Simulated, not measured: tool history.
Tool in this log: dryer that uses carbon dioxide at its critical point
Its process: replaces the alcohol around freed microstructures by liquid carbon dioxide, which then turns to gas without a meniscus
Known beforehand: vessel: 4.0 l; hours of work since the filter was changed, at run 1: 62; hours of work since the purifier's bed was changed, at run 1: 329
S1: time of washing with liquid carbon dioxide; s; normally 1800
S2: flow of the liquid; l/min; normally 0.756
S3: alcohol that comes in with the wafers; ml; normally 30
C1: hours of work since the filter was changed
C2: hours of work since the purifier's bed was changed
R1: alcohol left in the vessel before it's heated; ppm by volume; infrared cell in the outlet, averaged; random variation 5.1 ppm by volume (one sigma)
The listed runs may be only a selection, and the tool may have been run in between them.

| run | hour | S1 | S2 | S3 | C1 | C2 | R1 |
|---|---|---|---|---|---|---|---|
| 1 | 0 | 1800 | 0.756 | 30 | 62 | 329 | 113 |
| 2 | 18.2 | 1800 | 0.756 | 30 | 71 | 339 | 113 |
| 3 | 29.2 | 1800 | 0.756 | 43 | 77 | 345 | 167 |
| 4 | 50.1 | 1800 | 0.756 | 30 | 88 | 355 | 134 |
| 5 | 60.6 | 1800 | 0.756 | 30 | 94 | 361 | 127 |
| 6 | 80.5 | 1620 | 0.756 | 30 | 104 | 371 | 180 |
| 7 | 93.6 | 1800 | 0.756 | 22 | 111 | 378 | 118 |
| 8 | 105.8 | 1800 | 0.756 | 22 | 117 | 385 | 121 |
| 9 | 117.2 | 1800 | 0.756 | 30 | 123 | 391 | 134 |
| 10 | 136.3 | 1800 | 0.756 | 30 | 133 | 401 | 155 |
| 11 | 156.5 | 1800 | 0.756 | 30 | 144 | 411 | 164 |
| 12 | 176.2 | 1800 | 0.805 | 30 | 154 | 422 | 149 |
| 13 | 196.7 | 2820 | 0.756 | 30 | 165 | 432 | 61 |
| 14 | 218.5 | 1200 | 0.756 | 30 | 177 | 444 | 501 |
| 15 | 235.9 | 1800 | 0.637 | 30 | 186 | 453 | 263 |
| 16 | 245.7 | 1800 | 0.756 | 30 | 191 | 458 | 175 |
| 17 | 255.2 | 1800 | 1.228 | 30 | 196 | 463 | 59 |
| 18 | 276 | 1800 | 0.471 | 30 | 207 | 474 | 596 |
| 19 | 288.1 | 2280 | 0.471 | 22 | 213 | 480 | 255 |
| 20 | 300.7 | 2280 | 0.471 | 22 | 220 | 487 | 261 |
| 21 | 314.5 | 2280 | 0.471 | 22 | 227 | 494 | 281 |
| 22 | 335.6 | 1800 | 0.895 | 22 | 238 | 505 | 109 |
| 23 | 355.3 | 1800 | 1.006 | 26 | 248 | 516 | 104 |
| 24 | 371.8 | 1800 | 1.006 | 26 | 257 | 524 | 113 |
|  | 387.5 | inlet filter changed |
| 25 | 392.6 | 1800 | 1.006 | 26 | 3 | 535 | 79 |
|  | 403.9 | purifier's bed changed |
| 26 | 413.1 | 2580 | 0.888 | 36 | 12 | 5 | 8 |
| 27 | 424.6 | 2160 | 0.68 | 72 | 18 | 11 | 104 |
| 28 | 440.2 | 2160 | 0.68 | 72 | 26 | 19 | 100 |
| 29 | 458 | 2400 | 0.68 | 72 | 35 | 28 | 63 |
| 30 | 475.8 | 2400 | 0.68 | 72 | 45 | 38 | 76 |
| 31 | 485.6 | 1620 | 0.68 | 72 | 50 | 43 | 405 |
| 32 | 499.3 | 1200 | 0.756 | 36 | 57 | 50 | 414 |

Selected run-to-run steps in R1, each split into two signed amounts: the part the tool would show with no hidden state at all (from settings, incoming material and random variation), and the remainder, which goes to the hidden state together with any gauge scatter not common to the measured and the hidden-state-free results:
Unlogged tool condition in this case: flow that reaches the vessel past the clogged filter, %; alcohol in the recycled carbon dioxide, ppm; drift of the gauge itself on alcohol_ppm, %.
Run 13 -> 14: S1 2820 -> 1200. R1 +440 ppm by volume: hidden state +134, all else +306.
Run 17 -> 18: S2 1.228 -> 0.471. R1 +537 ppm by volume: hidden state +186, all else +351.
Run 18 -> 19: S1 1800 -> 2280, S3 30 -> 22. R1 -341 ppm by volume: hidden state -102, all else -239.
